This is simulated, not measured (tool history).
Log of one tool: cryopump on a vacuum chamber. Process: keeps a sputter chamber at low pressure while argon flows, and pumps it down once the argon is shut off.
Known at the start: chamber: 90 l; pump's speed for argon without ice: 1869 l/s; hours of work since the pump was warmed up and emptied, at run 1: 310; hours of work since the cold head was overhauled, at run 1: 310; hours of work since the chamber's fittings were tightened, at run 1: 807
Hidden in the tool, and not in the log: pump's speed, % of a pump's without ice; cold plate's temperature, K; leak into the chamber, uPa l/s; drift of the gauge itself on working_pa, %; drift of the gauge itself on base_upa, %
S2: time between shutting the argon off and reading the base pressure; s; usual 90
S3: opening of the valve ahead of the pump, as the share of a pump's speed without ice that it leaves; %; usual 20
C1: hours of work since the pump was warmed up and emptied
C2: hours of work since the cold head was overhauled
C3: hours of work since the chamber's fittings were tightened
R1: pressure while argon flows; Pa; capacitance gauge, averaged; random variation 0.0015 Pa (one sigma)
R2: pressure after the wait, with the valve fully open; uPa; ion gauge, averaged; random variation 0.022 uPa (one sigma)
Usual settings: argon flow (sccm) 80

run 1 hour=0.0 | argon_flow_(sccm)=80 S2=90 S3=20 | C1=310 C2=310 C3=807 | R1=0.3694 R2=1.54
run 2 hour=26.1 | argon_flow_(sccm)=80 S2=90 S3=20 | C1=328 C2=328 C3=825 | R1=0.3703 R2=1.55
run 3 hour=80.2 | argon_flow_(sccm)=80 S2=90 S3=20 | C1=365 C2=365 C3=863 | R1=0.3718 R2=1.54
run 4 hour=111.1 | argon_flow_(sccm)=80 S2=90 S3=20 | C1=387 C2=387 C3=884 | R1=0.3709 R2=1.62
run 5 hour=159.3 | argon_flow_(sccm)=37 S2=90 S3=20 | C1=421 C2=421 C3=918 | R1=0.1733 R2=1.66
run 6 hour=213.4 | argon_flow_(sccm)=37 S2=90 S3=20 | C1=458 C2=458 C3=956 | R1=0.1759 R2=1.78
run 7 hour=260.9 | argon_flow_(sccm)=37 S2=90 S3=20 | C1=491 C2=491 C3=989 | R1=0.1735 R2=1.72
run 8 hour=317.5 | argon_flow_(sccm)=80 S2=241 S3=20 | C1=531 C2=531 C3=1028 | R1=0.3783 R2=1.46
run 9 hour=364.5 | argon_flow_(sccm)=80 S2=90 S3=20 | C1=563 C2=563 C3=1061 | R1=0.3782 R2=1.84
run 10 hour=414.4 | argon_flow_(sccm)=80 S2=90 S3=20 | C1=598 C2=598 C3=1096 | R1=0.3791 R2=1.89
run 11 hour=456.7 | argon_flow_(sccm)=42 S2=100 S3=40 | C1=627 C2=627 C3=1125 | R1=0.1060 R2=1.89
run 12 hour=498.1 | argon_flow_(sccm)=42 S2=100 S3=40 | C1=656 C2=656 C3=1154 | R1=0.1066 R2=1.93
run 13 hour=555.2 | argon_flow_(sccm)=96 S2=144 S3=42 | C1=696 C2=696 C3=1193 | R1=0.2324 R2=1.88
-- hour=583.3 pump warmed up, emptied and cooled again
run 14 hour=607.7 | argon_flow_(sccm)=96 S2=144 S3=42 | C1=17 C2=729 C3=1227 | R1=0.2078 R2=1.56
run 15 hour=665.7 | argon_flow_(sccm)=96 S2=144 S3=42 | C1=57 C2=769 C3=1267 | R1=0.2073 R2=1.58
run 16 hour=713.4 | argon_flow_(sccm)=76 S2=144 S3=42 | C1=91 C2=803 C3=1300 | R1=0.1660 R2=1.61
run 17 hour=750.2 | argon_flow_(sccm)=76 S2=277 S3=59 | C1=116 C2=828 C3=1326 | R1=0.1200 R2=1.48
-- hour=761.2 leaking fittings of the chamber tightened, without venting
run 18 hour=790.8 | argon_flow_(sccm)=111 S2=32 S3=23 | C1=143 C2=855 C3=21 | R1=0.4406 R2=1.64
run 19 hour=832.0 | argon_flow_(sccm)=80 S2=90 S3=40 | C1=172 C2=884 C3=49 | R1=0.1874 R2=0.75
run 20 hour=873.1 | argon_flow_(sccm)=37 S2=90 S3=21 | C1=200 C2=912 C3=78 | R1=0.1625 R2=0.76

Some steps in R1 between neighbouring runs. How much of each would the tool show without its hidden state too (settings, what came in, random variation), and how much is left for the hidden state, with any gauge scatter that isn't in both results?
Run 10 -> 11: argon flow (sccm) 80 -> 42, S2 90 -> 100, S3 20 -> 40. R1 -0.2731 Pa: hidden state -0.0082, all else -0.2649.
Run 12 -> 13: argon flow (sccm) 42 -> 96, S2 100 -> 144, S3 40 -> 42. R1 +0.1258 Pa: hidden state +0.0158, all else +0.1100.
Run 13 -> 14: pump warmed up, emptied and cooled again. R1 -0.0246 Pa: hidden state -0.0255, all else +0.0009.
Run 17 -> 18: argon flow (sccm) 76 -> 111, S2 277 -> 32, S3 59 -> 23, leaking fittings of the chamber tightened, without venting. R1 +0.3206 Pa: hidden state +0.0025, all else +0.3181.

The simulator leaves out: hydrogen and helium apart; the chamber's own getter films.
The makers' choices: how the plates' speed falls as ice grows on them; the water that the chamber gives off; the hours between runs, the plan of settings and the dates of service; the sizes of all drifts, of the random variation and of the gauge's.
